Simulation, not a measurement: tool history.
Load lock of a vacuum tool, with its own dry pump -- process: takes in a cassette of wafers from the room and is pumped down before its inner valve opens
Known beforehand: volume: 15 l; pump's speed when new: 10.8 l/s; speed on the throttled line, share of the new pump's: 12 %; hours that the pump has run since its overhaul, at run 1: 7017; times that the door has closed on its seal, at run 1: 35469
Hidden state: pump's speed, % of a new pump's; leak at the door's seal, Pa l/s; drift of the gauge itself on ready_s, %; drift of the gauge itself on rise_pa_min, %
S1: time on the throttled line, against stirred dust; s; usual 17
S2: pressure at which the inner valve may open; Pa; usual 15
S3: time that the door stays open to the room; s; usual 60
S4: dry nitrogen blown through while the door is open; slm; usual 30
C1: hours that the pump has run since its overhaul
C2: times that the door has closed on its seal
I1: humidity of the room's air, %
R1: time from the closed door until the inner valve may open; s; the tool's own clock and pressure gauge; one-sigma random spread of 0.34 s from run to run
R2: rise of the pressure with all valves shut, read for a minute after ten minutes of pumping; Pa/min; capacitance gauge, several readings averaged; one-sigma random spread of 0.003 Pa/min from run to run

run    hour  S1  S2   S3  S4     C1     C2    I1    R1     R2
  1       0  17  15   60  30   7017  35469    48  28.2  0.143
  2     238  17  15   60  30   7255  35958  41.1  27.8  0.151
  3   460.4  17  15   60  30   7478  36415    47  27.6  0.157
  4   765.6  17  15   60  30   7783  37042  45.5  27.6   0.16
  5  1047.7  17  15   60  30   8065  37622  48.4  27.9   0.17
  6  1208.2  17  15  115  30   8225  37952  44.9  28.1  0.182
  7  1415.8  17  15   60  35   8433  38378  45.2  28.2  0.167
  8  1577.3  17  15   60  35   8594  38710  44.2  28.5  0.166
  9  1721.1  17  15   60  35   8738  39006  45.3  27.5  0.173
 10    1982  19  12   75  26   8999  39542  43.4  30.5  0.176
 11  2134.2  19  19  185  26   9151  39855  49.8  29.9  0.222
 12  2293.2  34  10  185  26   9310  40182  42.2  42.3  0.209
 13  2509.8  34  29  185  12   9527  40627  45.2  42.2  0.242
 14  2831.6  23  28  101  19   9849  41288  44.8  32.4  0.202
 15    3090  23  28  101  19  10107  41819  45.2  32.7  0.201
 16  3259.7  13  28  101  19  10277  42168  43.7  23.6  0.204
 17  3484.6  13  28  101  19  10502  42630  47.8  24.6  0.218
 18  3798.7  13  28  101  19  10816  43276  40.6  24.2  0.208

Below are 5 alternative next runs, each starting from the tool's condition after run 18. Predict each:
  A  4013.1  31  28  118  19  11030  43717    45   ?   ?
  B  4013.1  33  28  101  19  11030  43717    47   ?   ?
  C  4013.1  18  15   60  30  11030  43717    45   ?   ?
  D  4013.1  33  28  139  34  11030  43717  43.8   ?   ?
  E  4013.1  17  18   34  30  11030  43717  45.7   ?   ?

run    R1     R2
  A  39.8  0.222
  B  40.7  0.214
  C  29.6  0.198
  D  41.6  0.213
  E  28.2  0.186
With no hidden state in the tool, these same runs would have given:
run    R1     R2
  A  38.9  0.055
  B  39.8  0.049
  C  28.4  0.032
  D  40.8  0.047
  E  27.1  0.019

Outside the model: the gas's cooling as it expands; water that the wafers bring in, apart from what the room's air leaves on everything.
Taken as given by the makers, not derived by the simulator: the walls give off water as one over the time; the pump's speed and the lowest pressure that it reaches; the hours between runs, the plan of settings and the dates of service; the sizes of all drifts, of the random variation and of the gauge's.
